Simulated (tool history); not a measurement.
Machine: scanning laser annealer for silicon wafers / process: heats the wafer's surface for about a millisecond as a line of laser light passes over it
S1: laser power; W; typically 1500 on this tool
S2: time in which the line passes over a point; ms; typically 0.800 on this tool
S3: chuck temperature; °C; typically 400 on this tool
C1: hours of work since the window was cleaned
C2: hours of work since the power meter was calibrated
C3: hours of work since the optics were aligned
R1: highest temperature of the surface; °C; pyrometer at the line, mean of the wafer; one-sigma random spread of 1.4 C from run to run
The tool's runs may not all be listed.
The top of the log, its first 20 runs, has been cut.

{"run": 21, "day": 6.896, "S1": 1500, "S2": 0.8, "S3": 429, "C1": 30, "C2": 380, "C3": 378, "R1": 1164}
{"run": 22, "day": 7.171, "S1": 1594, "S2": 0.8, "S3": 438, "C1": 35, "C2": 385, "C3": 383, "R1": 1220}
{"run": 23, "day": 7.388, "S1": 1626, "S2": 0.859, "S3": 416, "C1": 39, "C2": 389, "C3": 387, "R1": 1241}
{"day": 7.871, "done": "window over the wafer cleaned, once more"}
{"run": 24, "day": 7.883, "S1": 1626, "S2": 0.859, "S3": 416, "C1": 0, "C2": 397, "C3": 395, "R1": 1259}
{"run": 25, "day": 8.121, "S1": 1577, "S2": 0.589, "S3": 416, "C1": 5, "C2": 401, "C3": 399, "R1": 1097}
{"run": 26, "day": 8.438, "S1": 1500, "S2": 0.8, "S3": 376, "C1": 10, "C2": 407, "C3": 405, "R1": 1126}
{"run": 27, "day": 8.85, "S1": 1500, "S2": 0.8, "S3": 372, "C1": 18, "C2": 415, "C3": 412, "R1": 1119}
{"run": 28, "day": 9.146, "S1": 1500, "S2": 0.95, "S3": 433, "C1": 23, "C2": 420, "C3": 418, "R1": 1247}
{"run": 29, "day": 9.592, "S1": 1491, "S2": 0.979, "S3": 421, "C1": 32, "C2": 428, "C3": 426, "R1": 1240}
{"run": 30, "day": 9.829, "S1": 1500, "S2": 0.897, "S3": 428, "C1": 36, "C2": 433, "C3": 430, "R1": 1216}
{"run": 31, "day": 10.092, "S1": 1500, "S2": 0.897, "S3": 428, "C1": 41, "C2": 437, "C3": 435, "R1": 1217}
{"run": 32, "day": 10.567, "S1": 1500, "S2": 0.897, "S3": 428, "C1": 50, "C2": 446, "C3": 444, "R1": 1219}
{"run": 33, "day": 10.783, "S1": 1474, "S2": 0.723, "S3": 380, "C1": 54, "C2": 450, "C3": 448, "R1": 1078}
{"run": 34, "day": 11.175, "S1": 1350, "S2": 0.723, "S3": 370, "C1": 61, "C2": 457, "C3": 455, "R1": 1010}
{"run": 35, "day": 11.458, "S1": 1360, "S2": 0.8, "S3": 363, "C1": 66, "C2": 462, "C3": 460, "R1": 1039}
{"run": 36, "day": 11.829, "S1": 1455, "S2": 0.8, "S3": 393, "C1": 73, "C2": 469, "C3": 467, "R1": 1115}
{"run": 37, "day": 12.029, "S1": 1455, "S2": 0.8, "S3": 393, "C1": 76, "C2": 473, "C3": 471, "R1": 1116}
{"run": 38, "day": 12.396, "S1": 1297, "S2": 0.9, "S3": 433, "C1": 83, "C2": 480, "C3": 477, "R1": 1108}
{"run": 39, "day": 12.8, "S1": 1297, "S2": 0.9, "S3": 433, "C1": 91, "C2": 487, "C3": 485, "R1": 1112}

Branching from run 39: 4 alternative next runs. What would each branch give?
{"run": "A", "day": 13.208, "S1": 1575, "S2": 0.8, "S3": 406, "C1": 98, "C2": 495, "C3": 492, "R1": "?"}
{"run": "B", "day": 13.208, "S1": 1533, "S2": 0.8, "S3": 400, "C1": 98, "C2": 495, "C3": 492, "R1": "?"}
{"run": "C", "day": 13.208, "S1": 1380, "S2": 0.598, "S3": 367, "C1": 98, "C2": 495, "C3": 492, "R1": "?"}
{"run": "D", "day": 13.208, "S1": 1297, "S2": 0.9, "S3": 429, "C1": 98, "C2": 495, "C3": 492, "R1": "?"}

run=A R1=1191
run=B R1=1162
run=C R1=961
run=D R1=1110
What these runs would have given with no unlogged condition in the tool:
run=A R1=1199
run=B R1=1170
run=C R1=967
run=D R1=1117

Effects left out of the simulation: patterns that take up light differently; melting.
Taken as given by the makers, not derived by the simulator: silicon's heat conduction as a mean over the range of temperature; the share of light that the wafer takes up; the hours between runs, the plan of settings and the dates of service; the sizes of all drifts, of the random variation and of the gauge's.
